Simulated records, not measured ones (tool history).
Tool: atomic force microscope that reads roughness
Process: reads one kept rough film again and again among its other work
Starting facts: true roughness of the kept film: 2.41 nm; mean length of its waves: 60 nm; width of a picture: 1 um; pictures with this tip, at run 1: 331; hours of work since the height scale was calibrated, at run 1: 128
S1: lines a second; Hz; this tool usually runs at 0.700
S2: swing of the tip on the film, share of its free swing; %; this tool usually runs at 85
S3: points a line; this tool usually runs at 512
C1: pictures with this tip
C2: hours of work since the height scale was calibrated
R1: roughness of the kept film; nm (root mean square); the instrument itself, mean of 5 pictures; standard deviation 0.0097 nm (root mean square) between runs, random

run,day,S1,S2,S3,C1,C2,R1
1,0.000,0.700,85,512,331,128,2.106
# day 0.462: new tip fitted
2,0.483,0.700,85,512,1,137,2.193
3,1.175,0.700,85,512,34,150,2.189
4,1.692,0.700,85,512,59,159,2.174
5,2.375,0.700,85,512,91,172,2.160
6,2.871,0.700,85,512,115,181,2.158
7,3.388,0.700,85,512,140,191,2.154
8,3.946,0.700,85,297,166,201,2.124
9,4.417,0.700,85,297,189,210,2.115
10,4.783,0.700,85,512,207,217,2.113
11,5.242,0.700,81,512,229,225,2.147
# day 5.338: height scale calibrated on a step standard
12,5.733,0.700,81,512,250,7,2.132
13,6.088,2.898,85,512,267,14,1.729
14,6.658,0.848,76,512,294,25,2.127
15,6.962,2.721,65,393,309,30,2.021
# day 7.492: height scale calibrated on a step standard, once more
16,7.562,2.334,70,451,336,1,2.018
# day 7.921: new tip fitted
17,8.000,0.700,79,675,4,9,2.230
18,8.612,3.816,69,285,33,20,1.982
19,9.038,3.816,69,285,53,28,1.985
20,9.533,3.816,69,285,77,38,1.976
21,10.167,3.816,69,285,107,49,1.975
22,10.612,0.700,57,867,129,58,2.274
23,11.008,3.109,57,870,148,65,2.183
24,11.300,3.109,57,870,162,70,2.163
25,11.696,0.700,60,512,181,78,2.253

Branching from run 25: 3 alternative next runs. What would each branch give?
A,12.092,0.700,67,607,200,85,?
B,12.092,0.626,72,418,200,85,?
C,12.092,1.973,61,331,200,85,?

run,R1
A,2.205
B,2.211
C,2.170
Had the tool no hidden state, the same runs would have come out as:
run,R1
A,2.282
B,2.288
C,2.245
